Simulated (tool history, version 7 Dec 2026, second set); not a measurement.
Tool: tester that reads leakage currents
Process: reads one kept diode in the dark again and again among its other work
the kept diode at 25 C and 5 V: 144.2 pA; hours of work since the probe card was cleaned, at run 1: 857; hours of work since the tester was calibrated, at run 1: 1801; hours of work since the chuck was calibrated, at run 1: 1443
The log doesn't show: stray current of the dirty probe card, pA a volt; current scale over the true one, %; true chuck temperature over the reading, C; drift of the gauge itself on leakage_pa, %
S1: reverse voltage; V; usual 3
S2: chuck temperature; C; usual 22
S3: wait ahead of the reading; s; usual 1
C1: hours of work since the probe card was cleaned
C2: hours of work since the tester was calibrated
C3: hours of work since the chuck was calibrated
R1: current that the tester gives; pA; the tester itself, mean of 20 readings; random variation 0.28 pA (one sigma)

run 1 hour=0 | S1=3 S2=22 S3=1 | C1=857 C2=1801 C3=1443 | R1=99.14
-- hour=93.9 chuck's temperature calibrated
run 2 hour=98.8 | S1=3 S2=45 S3=1 | C1=914 C2=1858 C3=3 | R1=539.19
run 3 hour=216.4 | S1=5.05 S2=22 S3=1 | C1=983 C2=1927 C3=72 | R1=129.35
run 4 hour=339 | S1=5.05 S2=22 S3=1 | C1=1055 C2=1999 C3=144 | R1=129.63
run 5 hour=443.7 | S1=3 S2=22 S3=1 | C1=1117 C2=2061 C3=206 | R1=103.34
run 6 hour=572 | S1=3 S2=22 S3=5.22 | C1=1192 C2=2136 C3=281 | R1=103.11
run 7 hour=700.4 | S1=3 S2=22 S3=5.22 | C1=1268 C2=2212 C3=357 | R1=103.69
-- hour=788.2 chuck's temperature calibrated, once more
run 8 hour=824.5 | S1=3 S2=22 S3=5.22 | C1=1340 C2=2284 C3=21 | R1=91.08
run 9 hour=908.1 | S1=3 S2=22 S3=5.22 | C1=1389 C2=2333 C3=71 | R1=91.43
run 10 hour=1032.6 | S1=3 S2=22 S3=5.22 | C1=1462 C2=2406 C3=144 | R1=91.15
run 11 hour=1120.8 | S1=11.81 S2=22 S3=1 | C1=1514 C2=2458 C3=196 | R1=173.25
run 12 hour=1229.2 | S1=3 S2=22 S3=1 | C1=1578 C2=2522 C3=260 | R1=93.62
run 13 hour=1328.8 | S1=4.01 S2=22 S3=1 | C1=1637 C2=2581 C3=318 | R1=106.59
run 14 hour=1446.1 | S1=4.01 S2=22 S3=1 | C1=1706 C2=2650 C3=387 | R1=107.43
run 15 hour=1562 | S1=4.01 S2=22 S3=1 | C1=1774 C2=2718 C3=456 | R1=107.71
-- hour=1665.8 tester calibrated
run 16 hour=1678.1 | S1=4.01 S2=22 S3=1 | C1=1841 C2=7 C3=523 | R1=109.6
run 17 hour=1782.6 | S1=4.01 S2=22 S3=1 | C1=1903 C2=69 C3=584 | R1=109.88
run 18 hour=1847 | S1=3 S2=22 S3=4.5 | C1=1941 C2=107 C3=622 | R1=95.48
run 19 hour=1953.7 | S1=3 S2=21 S3=1 | C1=2003 C2=169 C3=685 | R1=90
run 20 hour=2060.7 | S1=3 S2=21 S3=1 | C1=2066 C2=233 C3=748 | R1=89.83
run 21 hour=2137.6 | S1=3 S2=46 S3=2.06 | C1=2112 C2=278 C3=793 | R1=556.06
run 22 hour=2251.3 | S1=3 S2=46 S3=2.06 | C1=2179 C2=345 C3=860 | R1=557.88
run 23 hour=2376.1 | S1=2.68 S2=55 S3=1 | C1=2252 C2=418 C3=934 | R1=958.17
run 24 hour=2465 | S1=2.68 S2=55 S3=1 | C1=2304 C2=471 C3=986 | R1=967.8
run 25 hour=2605.6 | S1=2.68 S2=55 S3=1 | C1=2387 C2=553 C3=1069 | R1=968.29
run 26 hour=2687.8 | S1=3.77 S2=34 S3=0.44 | C1=2436 C2=602 C3=1117 | R1=272.24
run 27 hour=2768.1 | S1=3.77 S2=34 S3=0.44 | C1=2483 C2=649 C3=1165 | R1=273.94
run 28 hour=2861.4 | S1=3.77 S2=34 S3=0.44 | C1=2538 C2=704 C3=1219 | R1=274.61
run 29 hour=2971.3 | S1=1.15 S2=22 S3=6.73 | C1=2602 C2=769 C3=1284 | R1=65.44
run 30 hour=3074.3 | S1=2.77 S2=22 S3=2.16 | C1=2663 C2=829 C3=1345 | R1=96.97
run 31 hour=3151.1 | S1=2.77 S2=22 S3=2.16 | C1=2708 C2=875 C3=1390 | R1=97.22
run 32 hour=3238.5 | S1=2.77 S2=51 S3=0.49 | C1=2760 C2=926 C3=1441 | R1=775.49
-- hour=3331.3 chuck's temperature calibrated
run 33 hour=3364.4 | S1=16.6 S2=52 S3=0.51 | C1=2833 C2=999 C3=19 | R1=1688.43
run 34 hour=3422.3 | S1=16.6 S2=52 S3=0.51 | C1=2867 C2=1033 C3=54 | R1=1677.77
run 35 hour=3536.5 | S1=16.6 S2=52 S3=0.51 | C1=2934 C2=1100 C3=121 | R1=1693.63
run 36 hour=3628.8 | S1=16.6 S2=52 S3=0.51 | C1=2988 C2=1155 C3=175 | R1=1690.95
run 37 hour=3736 | S1=15.45 S2=22 S3=1 | C1=3051 C2=1218 C3=238 | R1=201.51
run 38 hour=3841 | S1=15.45 S2=22 S3=1 | C1=3113 C2=1279 C3=300 | R1=202.47
run 39 hour=3914.1 | S1=15.45 S2=22 S3=1 | C1=3156 C2=1323 C3=343 | R1=203.05
run 40 hour=4056.1 | S1=12.45 S2=32 S3=0.48 | C1=3240 C2=1406 C3=427 | R1=390.06

3 ways to go on from here, each from the tool as it stands after run 40. What would each give?
run A hour=4172.6 | S1=1.48 S2=55 S3=1 | C1=3309 C2=1475 C3=495 | R1=?
run B hour=4172.6 | S1=1.16 S2=51 S3=1.79 | C1=3309 C2=1475 C3=495 | R1=?
run C hour=4172.6 | S1=1.02 S2=26 S3=1 | C1=3309 C2=1475 C3=495 | R1=?

run=A R1=725.69
run=B R1=501.14
run=C R1=81.01
Without the tool's hidden state the same runs would have given:
run=A R1=714.24
run=B R1=492.93
run=C R1=78.89
